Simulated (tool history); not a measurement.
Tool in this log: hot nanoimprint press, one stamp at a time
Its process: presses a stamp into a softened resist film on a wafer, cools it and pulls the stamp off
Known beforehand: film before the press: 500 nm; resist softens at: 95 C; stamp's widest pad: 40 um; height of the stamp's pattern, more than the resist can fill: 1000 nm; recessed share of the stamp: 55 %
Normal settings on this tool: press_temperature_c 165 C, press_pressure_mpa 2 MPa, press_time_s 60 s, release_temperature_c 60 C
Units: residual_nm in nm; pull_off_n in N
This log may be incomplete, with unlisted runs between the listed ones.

run   hour  press_temperature_c  press_pressure_mpa  press_time_s  release_temperature_c  residual_nm  pull_off_n
  1      0                  165                   2            60                     60        184.9         242
      56.6  -- press's hydraulic seals changed and the load cell set to zero
        83  -- stamp cleaned and given a new release coat
  2   86.3                  165                   2            60                     60        183.4         235
  3  134.9                  165                   2            60                     60        184.3         236
  4  164.2                  165                   2            60                     60        183.7         242
  5  212.1                  165                   2            60                     60        184.3         238
  6  262.2                  165                   2            60                     60          184         238
  7  326.4                  165                   2           101                     62          153         237
     367.4  -- stamp cleaned and given a new release coat
     379.3  -- plate thermocouple calibrated
  8  406.5                  165                1.29            75                     62        221.7         232
  9  465.2                  165                1.95            53                     62        193.6         235
 10  521.8                  165                1.95            53                     62        192.2         227
 11  573.7                  165                   2            47                     54        197.8         261

Predict each of these 3 candidate next runs independently; none follows another, all start after run 11:
  A  634.2                  165                   2            68                     60            ?           ?
  B  634.2                  165                   2            34                     60            ?           ?
  C  634.2                  173                   2            60                     65            ?           ?

run  residual_nm  pull_off_n
  A        176.5         237
  B        218.5         245
  C        144.5         211
Take away the tool's hidden state, keep each run's random variation, and the runs would have read:
run  residual_nm  pull_off_n
  A        179.1         233
  B        221.7         241
  C        146.5         208
